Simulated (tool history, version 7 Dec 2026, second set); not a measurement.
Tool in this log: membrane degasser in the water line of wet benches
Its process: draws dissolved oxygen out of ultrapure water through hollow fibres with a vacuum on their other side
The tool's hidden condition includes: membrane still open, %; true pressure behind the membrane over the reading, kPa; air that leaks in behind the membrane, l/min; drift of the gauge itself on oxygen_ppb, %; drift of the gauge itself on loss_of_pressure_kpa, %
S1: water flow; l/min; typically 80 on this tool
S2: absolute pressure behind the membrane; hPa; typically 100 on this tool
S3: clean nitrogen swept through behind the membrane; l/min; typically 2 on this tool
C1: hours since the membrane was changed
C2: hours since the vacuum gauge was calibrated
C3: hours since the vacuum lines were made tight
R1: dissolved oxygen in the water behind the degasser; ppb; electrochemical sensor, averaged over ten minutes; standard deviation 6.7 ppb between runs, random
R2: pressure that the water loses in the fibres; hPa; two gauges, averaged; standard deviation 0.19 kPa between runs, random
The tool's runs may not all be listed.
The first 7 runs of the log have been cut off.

| run | hour | S1 | S2 | S3 | C1 | C2 | C3 | R1 | R2 |
|---|---|---|---|---|---|---|---|---|---|
| 8 | 1514.9 | 80 | 179 | 2 | 2902 | 4444 | 6687 | 1252.6 | 413.1 |
| 9 | 1762.1 | 80 | 179 | 2 | 3150 | 4691 | 6934 | 1235 | 411.8 |
|  | 1786.2 | vacuum gauge calibrated |
| 10 | 1890.6 | 80 | 135 | 2 | 3278 | 104 | 7062 | 923.6 | 412 |
|  | 2092.9 | seals of the vacuum lines changed |
| 11 | 2107.8 | 80 | 135 | 2 | 3493 | 320 | 15 | 942.2 | 413.5 |
| 12 | 2283.6 | 80 | 135 | 2.02 | 3669 | 495 | 191 | 945 | 410.6 |
| 13 | 2427.6 | 80 | 135 | 2.02 | 3813 | 639 | 335 | 927.1 | 414.5 |
| 14 | 2545.4 | 80 | 135 | 2.02 | 3930 | 757 | 453 | 945.9 | 413.3 |
| 15 | 2790.9 | 80 | 100 | 2 | 4176 | 1003 | 698 | 715.3 | 417.2 |
| 16 | 2927.3 | 80 | 100 | 2 | 4312 | 1139 | 834 | 721.5 | 415.5 |
| 17 | 3055.8 | 55 | 135 | 3.4 | 4441 | 1268 | 963 | 507.6 | 286.8 |
| 18 | 3328.5 | 112 | 242 | 3.4 | 4713 | 1540 | 1236 | 1495.6 | 589.9 |
| 19 | 3551.1 | 80 | 66 | 0.82 | 4936 | 1763 | 1458 | 711.7 | 421.4 |
| 20 | 3816.7 | 51 | 133 | 0.99 | 5202 | 2028 | 1724 | 1032.9 | 269.9 |
| 21 | 4041 | 80 | 100 | 3.15 | 5426 | 2253 | 1948 | 585.5 | 423.6 |
| 22 | 4185 | 80 | 90 | 2 | 5570 | 2397 | 2092 | 677.1 | 426.5 |
| 23 | 4382.2 | 88 | 161 | 1.69 | 5767 | 2594 | 2289 | 1327.3 | 466.9 |
| 24 | 4646.1 | 88 | 161 | 1.69 | 6031 | 2858 | 2553 | 1334 | 466.9 |
| 25 | 4821 | 63 | 161 | 5.52 | 6206 | 3033 | 2728 | 507.6 | 333 |
| 26 | 4975 | 106 | 201 | 2 | 6360 | 3187 | 2882 | 1667.6 | 568 |
| 27 | 5205.2 | 56 | 234 | 3.03 | 6590 | 3417 | 3112 | 909.6 | 299.4 |
| 28 | 5422.9 | 111 | 100 | 3.96 | 6808 | 3635 | 3330 | 710.4 | 598.8 |
| 29 | 5570.5 | 80 | 100 | 3.63 | 6956 | 3782 | 3478 | 557.2 | 430.4 |
| 30 | 5762.4 | 51 | 104 | 1.75 | 7147 | 3974 | 3669 | 584.2 | 275.1 |
| 31 | 5900.9 | 89 | 104 | 2.25 | 7286 | 4113 | 3808 | 819.4 | 479.9 |

Predict each of these 5 candidate next runs independently; none follows another, all start after run 31:
| A | 6133.8 | 89 | 104 | 3.3 | 7519 | 4346 | 4041 | ? | ? |
| B | 6133.8 | 104 | 104 | 4.22 | 7519 | 4346 | 4041 | ? | ? |
| C | 6133.8 | 55 | 104 | 1.97 | 7519 | 4346 | 4041 | ? | ? |
| D | 6133.8 | 80 | 100 | 0.84 | 7519 | 4346 | 4041 | ? | ? |
| E | 6133.8 | 76 | 104 | 2.25 | 7519 | 4346 | 4041 | ? | ? |

| run | R1 | R2 |
|---|---|---|
| A | 692.4 | 484.4 |
| B | 687.5 | 566.5 |
| C | 574.4 | 297.4 |
| D | 1218.8 | 434.6 |
| E | 704.9 | 418.4 |
With no hidden state in the tool, these same runs would have given:
| run | R1 | R2 |
|---|---|---|
| A | 595.7 | 439.3 |
| B | 585.3 | 513.7 |
| C | 505.2 | 269.5 |
| D | 1110.4 | 394.1 |
| E | 618.2 | 379.7 |

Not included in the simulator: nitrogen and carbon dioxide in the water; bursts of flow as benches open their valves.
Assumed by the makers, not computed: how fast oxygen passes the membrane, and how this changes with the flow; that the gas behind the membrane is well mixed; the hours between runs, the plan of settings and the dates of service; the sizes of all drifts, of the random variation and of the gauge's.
